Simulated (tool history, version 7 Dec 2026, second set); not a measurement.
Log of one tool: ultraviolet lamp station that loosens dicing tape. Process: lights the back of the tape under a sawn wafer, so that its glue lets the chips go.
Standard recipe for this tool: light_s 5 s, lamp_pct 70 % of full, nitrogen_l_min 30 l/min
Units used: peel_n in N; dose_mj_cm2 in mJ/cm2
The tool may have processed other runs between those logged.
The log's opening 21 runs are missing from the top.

Run 22, hour 616.3: usual settings but light_s 3 s. Result: peel_n 2.565 N, dose_mj_cm2 160 mJ/cm2.
Run 23, hour 658.1: usual settings but light_s 4 s, lamp_pct 85 % of full, nitrogen_l_min 33 l/min. Result: peel_n 1.178 N, dose_mj_cm2 252 mJ/cm2.
Run 24, hour 681.6: usual settings but light_s 4 s, lamp_pct 85 % of full, nitrogen_l_min 33 l/min. Result: peel_n 1.118 N, dose_mj_cm2 257 mJ/cm2.
Run 25, hour 704.6: usual settings but light_s 3 s, lamp_pct 83 % of full, nitrogen_l_min 33 l/min. Result: peel_n 1.952 N, dose_mj_cm2 186 mJ/cm2.
Run 26, hour 745.9: usual settings but light_s 3 s, lamp_pct 73 % of full, nitrogen_l_min 17 l/min. Result: peel_n 2.852 N, dose_mj_cm2 167 mJ/cm2.
Run 27, hour 772.5: usual settings but light_s 3 s, lamp_pct 73 % of full, nitrogen_l_min 17 l/min. Result: peel_n 2.805 N, dose_mj_cm2 164 mJ/cm2.
At hour 776.1: window cleaned of glue's vapour.
Run 28, hour 791.4: usual settings but light_s 3 s, lamp_pct 73 % of full, nitrogen_l_min 17 l/min. Result: peel_n 2.854 N, dose_mj_cm2 165 mJ/cm2.
Run 29, hour 821.6: usual settings but light_s 4 s. Result: peel_n 1.696 N, dose_mj_cm2 212 mJ/cm2.
Run 30, hour 839.9: usual settings but nitrogen_l_min 10 l/min. Result: peel_n 1.870 N, dose_mj_cm2 262 mJ/cm2.
Run 31, hour 859.9: usual settings but nitrogen_l_min 10 l/min. Result: peel_n 1.819 N, dose_mj_cm2 262 mJ/cm2.
Run 32, hour 903.3: usual settings but light_s 4 s, lamp_pct 71 % of full, nitrogen_l_min 42 l/min. Result: peel_n 1.477 N, dose_mj_cm2 214 mJ/cm2.
At hour 926.5: lamp changed.
Run 33, hour 931.7: usual settings but light_s 4 s, lamp_pct 71 % of full, nitrogen_l_min 42 l/min. Result: peel_n 1.387 N, dose_mj_cm2 216 mJ/cm2.
Run 34, hour 971.2: usual settings but light_s 7 s, lamp_pct 86 % of full, nitrogen_l_min 11 l/min. Result: peel_n 0.590 N, dose_mj_cm2 452 mJ/cm2.
Run 35, hour 1012.4: usual settings but light_s 3 s, lamp_pct 68 % of full, nitrogen_l_min 11 l/min. Result: peel_n 3.443 N, dose_mj_cm2 153 mJ/cm2.
Run 36, hour 1045.6: usual settings but lamp_pct 96 % of full. Result: peel_n 0.534 N, dose_mj_cm2 359 mJ/cm2.
Run 37, hour 1078.1: usual settings but light_s 4 s, lamp_pct 61 % of full, nitrogen_l_min 48 l/min. Result: peel_n 1.769 N, dose_mj_cm2 186 mJ/cm2.
Run 38, hour 1105.6: usual settings but light_s 4 s, lamp_pct 61 % of full, nitrogen_l_min 48 l/min. Result: peel_n 1.821 N, dose_mj_cm2 180 mJ/cm2.
Run 39, hour 1140.8: usual settings but light_s 6 s, lamp_pct 67 % of full, nitrogen_l_min 27 l/min. Result: peel_n 0.875 N, dose_mj_cm2 303 mJ/cm2.
Run 40, hour 1183.2: usual settings but light_s 2 s, lamp_pct 67 % of full, nitrogen_l_min 31 l/min. Result: peel_n 3.879 N, dose_mj_cm2 98 mJ/cm2.
Run 41, hour 1213.5: usual settings but light_s 4 s, nitrogen_l_min 46 l/min. Result: peel_n 1.397 N, dose_mj_cm2 211 mJ/cm2.
Run 42, hour 1253.9: usual settings but light_s 8 s, lamp_pct 75 % of full, nitrogen_l_min 27 l/min. Result: peel_n 0.312 N, dose_mj_cm2 452 mJ/cm2.
Run 43, hour 1294.0: usual settings but light_s 3 s, lamp_pct 75 % of full, nitrogen_l_min 11 l/min. Result: peel_n 3.084 N, dose_mj_cm2 170 mJ/cm2.

Each row is a separate what-if for the run after 43, all from the same tool condition, not one after another. Results?
Run A, hour 1332.5: usual settings but lamp_pct 72 % of full. Result: peel_n ?, dose_mj_cm2 ?.
Run B, hour 1332.5: usual settings but light_s 4 s, lamp_pct 75 % of full, nitrogen_l_min 9 l/min. Result: peel_n ?, dose_mj_cm2 ?.
Run C, hour 1332.5: usual settings but nitrogen_l_min 52 l/min. Result: peel_n ?, dose_mj_cm2 ?.

run  peel_n  dose_mj_cm2
  A   1.067          271
  B   2.273          224
  C   0.881          264
Without the tool's hidden state the same runs would have given:
run  peel_n  dose_mj_cm2
  A   1.062          271
  B   2.266          224
  C   0.876          265

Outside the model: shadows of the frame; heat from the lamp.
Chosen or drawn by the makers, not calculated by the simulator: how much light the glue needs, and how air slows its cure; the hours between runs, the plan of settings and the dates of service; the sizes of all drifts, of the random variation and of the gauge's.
